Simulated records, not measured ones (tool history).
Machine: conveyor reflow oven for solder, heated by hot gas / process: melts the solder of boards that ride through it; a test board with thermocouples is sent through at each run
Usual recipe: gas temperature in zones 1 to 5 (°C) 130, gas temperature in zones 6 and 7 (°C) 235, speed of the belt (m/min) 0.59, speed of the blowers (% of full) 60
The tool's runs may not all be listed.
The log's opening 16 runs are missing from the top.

run	day	gas temperature in zones 1 to 5 (°C)	gas temperature in zones 6 and 7 (°C)	speed of the belt (m/min)	speed of the blowers (% of full)	highest temperature of the board (°C)	time above the solder's melting point (s)
17	12.096	130	235	0.59	71	218.2	59.2
18	12.583	144	247	0.641	76	229.5	65.2
19	13.325	144	247	0.53	86	237.1	85.5
20	14.138	132	235	0.59	72	218.6	60.1
21	14.808	118	244	0.59	60	219.6	56.3
# day 15.079: flux residue cleaned out of gas plates and filters
22	15.967	142	235	0.707	76	216.5	52.6
23	16.729	142	235	0.707	76	216.4	51.7
24	17.183	142	235	0.707	76	216.6	51.7
25	18.154	142	239	0.575	76	227	71.4
26	19.171	142	239	0.575	76	226.9	72.4
27	19.908	119	227	0.514	76	215.6	65.6
28	20.483	115	235	0.59	82	219.6	56.9
29	21.475	126	226	0.588	53	204.1	42.9
30	22.362	128	234	0.529	60	218.1	66.2
31	23.029	130	235	0.55	82	223.5	70.5
32	23.488	123	237	0.59	70	219.2	58.3

3 options for the next run, each taken on its own from the tool as it stands now. Forecast them:
A	24.117	133	239	0.59	78	?	?
B	24.117	123	237	0.508	81	?	?
C	24.117	134	235	0.511	60	?	?

run	highest temperature of the board (°C)	time above the solder's melting point (s)
A	224.9	66.6
B	226.8	75.5
C	220.8	73.9
Stripped of hidden state, with their random variation kept, the same runs would have yielded:
run	highest temperature of the board (°C)	time above the solder's melting point (s)
A	223.4	64.5
B	225.2	73.3
C	219.2	71.3
